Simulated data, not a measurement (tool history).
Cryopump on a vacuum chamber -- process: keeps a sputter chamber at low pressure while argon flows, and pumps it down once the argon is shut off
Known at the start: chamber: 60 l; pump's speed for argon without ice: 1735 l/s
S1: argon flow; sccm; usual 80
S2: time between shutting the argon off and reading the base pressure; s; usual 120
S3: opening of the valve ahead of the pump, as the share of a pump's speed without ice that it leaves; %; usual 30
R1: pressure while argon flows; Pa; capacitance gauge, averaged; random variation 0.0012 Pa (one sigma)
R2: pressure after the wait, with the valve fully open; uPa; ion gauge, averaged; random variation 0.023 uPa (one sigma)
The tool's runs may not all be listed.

| run | hour | S1 | S2 | S3 | R1 | R2 |
|---|---|---|---|---|---|---|
| 1 | 0 | 80 | 120 | 30 | 0.2632 | 0.85 |
| 2 | 59.7 | 80 | 120 | 30 | 0.264 | 0.9 |
| 3 | 133.5 | 80 | 120 | 30 | 0.2624 | 0.92 |
| 4 | 224.5 | 80 | 120 | 30 | 0.2659 | 0.91 |
| 5 | 285.6 | 80 | 90 | 30 | 0.2638 | 1.11 |
| 6 | 339.1 | 80 | 90 | 30 | 0.2662 | 1.13 |
| 7 | 410.2 | 80 | 90 | 30 | 0.2677 | 1.18 |
| 8 | 491.6 | 80 | 90 | 30 | 0.2684 | 1.21 |
| 9 | 584.1 | 34 | 120 | 30 | 0.1128 | 1.03 |
| 10 | 660.1 | 80 | 120 | 56 | 0.1476 | 1.07 |
| 11 | 740 | 80 | 33 | 22 | 0.3659 | 2.53 |
| 12 | 787.1 | 80 | 33 | 22 | 0.3622 | 2.49 |
| 13 | 888.5 | 80 | 99 | 22 | 0.3652 | 1.26 |
| 14 | 989.8 | 80 | 99 | 22 | 0.3626 | 1.27 |
| 15 | 1068.6 | 80 | 99 | 22 | 0.3661 | 1.33 |
| 16 | 1125.4 | 41 | 128 | 44 | 0.0971 | 1.15 |
| 17 | 1186.9 | 109 | 35 | 30 | 0.3718 | 2.46 |
| 18 | 1231.3 | 64 | 120 | 30 | 0.2179 | 1.24 |
| 19 | 1328 | 131 | 241 | 23 | 0.5808 | 1.03 |

Each row is a separate what-if for the run after 19, all from the same tool condition, not one after another. Results?
| A | 1382.8 | 131 | 54 | 59 | ? | ? |
| B | 1382.8 | 38 | 120 | 30 | ? | ? |
| C | 1382.8 | 80 | 241 | 56 | ? | ? |

| run | R1 | R2 |
|---|---|---|
| A | 0.2384 | 2.02 |
| B | 0.1297 | 1.34 |
| C | 0.1518 | 1.03 |
With no hidden state in the tool, these same runs would have given:
| run | R1 | R2 |
|---|---|---|
| A | 0.2144 | 1.42 |
| B | 0.1228 | 0.76 |
| C | 0.1373 | 0.45 |

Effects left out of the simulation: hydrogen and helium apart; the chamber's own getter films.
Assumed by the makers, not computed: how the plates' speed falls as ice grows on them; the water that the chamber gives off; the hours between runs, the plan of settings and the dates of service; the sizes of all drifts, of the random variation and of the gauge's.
